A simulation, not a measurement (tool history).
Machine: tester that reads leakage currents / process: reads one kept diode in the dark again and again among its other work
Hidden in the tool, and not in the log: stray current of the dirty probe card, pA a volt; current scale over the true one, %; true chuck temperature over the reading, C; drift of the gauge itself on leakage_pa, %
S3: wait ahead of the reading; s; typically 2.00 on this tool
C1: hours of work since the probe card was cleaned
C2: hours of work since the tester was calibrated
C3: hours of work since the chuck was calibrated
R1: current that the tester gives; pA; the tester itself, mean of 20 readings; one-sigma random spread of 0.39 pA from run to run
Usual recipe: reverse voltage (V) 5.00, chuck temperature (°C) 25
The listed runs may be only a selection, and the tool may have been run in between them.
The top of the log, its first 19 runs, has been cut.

run 20 day=35.988 | reverse_voltage_(V)=5.00 chuck_temperature_(°C)=25 S3=2.49 | C1=2308 C2=414 C3=691 | R1=137.51
-- day=36.250 tester calibrated
run 21 day=38.646 | reverse_voltage_(V)=14.76 chuck_temperature_(°C)=25 S3=0.37 | C1=2336 C2=26 C3=719 | R1=244.92
run 22 day=40.792 | reverse_voltage_(V)=4.13 chuck_temperature_(°C)=47 S3=0.33 | C1=2360 C2=50 C3=743 | R1=765.11
run 23 day=41.925 | reverse_voltage_(V)=8.87 chuck_temperature_(°C)=59 S3=9.12 | C1=2373 C2=63 C3=755 | R1=2703.36
run 24 day=44.567 | reverse_voltage_(V)=19.23 chuck_temperature_(°C)=25 S3=3.92 | C1=2402 C2=92 C3=784 | R1=277.30
-- day=45.350 tester calibrated, once more
run 25 day=46.375 | reverse_voltage_(V)=19.23 chuck_temperature_(°C)=25 S3=3.92 | C1=2421 C2=11 C3=803 | R1=280.33
run 26 day=47.475 | reverse_voltage_(V)=13.98 chuck_temperature_(°C)=25 S3=7.23 | C1=2433 C2=23 C3=815 | R1=235.20
run 27 day=49.800 | reverse_voltage_(V)=5.70 chuck_temperature_(°C)=35 S3=2.00 | C1=2459 C2=49 C3=841 | R1=343.76
run 28 day=51.171 | reverse_voltage_(V)=5.70 chuck_temperature_(°C)=35 S3=2.00 | C1=2474 C2=64 C3=856 | R1=346.39
run 29 day=52.312 | reverse_voltage_(V)=4.92 chuck_temperature_(°C)=57 S3=0.33 | C1=2486 C2=77 C3=869 | R1=1760.29
-- day=53.712 probe card cleaned and baked
run 30 day=53.712 | reverse_voltage_(V)=4.92 chuck_temperature_(°C)=57 S3=0.33 | C1=0 C2=91 C3=883 | R1=1764.51
run 31 day=56.417 | reverse_voltage_(V)=4.92 chuck_temperature_(°C)=57 S3=0.33 | C1=30 C2=121 C3=913 | R1=1775.80
run 32 day=58.825 | reverse_voltage_(V)=2.37 chuck_temperature_(°C)=51 S3=2.00 | C1=56 C2=147 C3=939 | R1=788.15
run 33 day=60.242 | reverse_voltage_(V)=3.15 chuck_temperature_(°C)=25 S3=0.49 | C1=72 C2=163 C3=955 | R1=107.01
run 34 day=61.879 | reverse_voltage_(V)=3.15 chuck_temperature_(°C)=25 S3=0.49 | C1=90 C2=181 C3=973 | R1=107.60

Alternative continuations, all from the tool just after run 34; predict every row:
run A day=64.483 | reverse_voltage_(V)=11.34 chuck_temperature_(°C)=22 S3=0.49 | C1=119 C2=210 C3=1002 | R1=?
run B day=64.483 | reverse_voltage_(V)=2.28 chuck_temperature_(°C)=25 S3=4.43 | C1=119 C2=210 C3=1002 | R1=?
run C day=64.483 | reverse_voltage_(V)=2.22 chuck_temperature_(°C)=25 S3=0.83 | C1=119 C2=210 C3=1002 | R1=?

run=A R1=156.05
run=B R1=91.13
run=C R1=89.82
Without the tool's hidden state the same runs would have given:
run=A R1=150.18
run=B R1=87.96
run=C R1=86.70

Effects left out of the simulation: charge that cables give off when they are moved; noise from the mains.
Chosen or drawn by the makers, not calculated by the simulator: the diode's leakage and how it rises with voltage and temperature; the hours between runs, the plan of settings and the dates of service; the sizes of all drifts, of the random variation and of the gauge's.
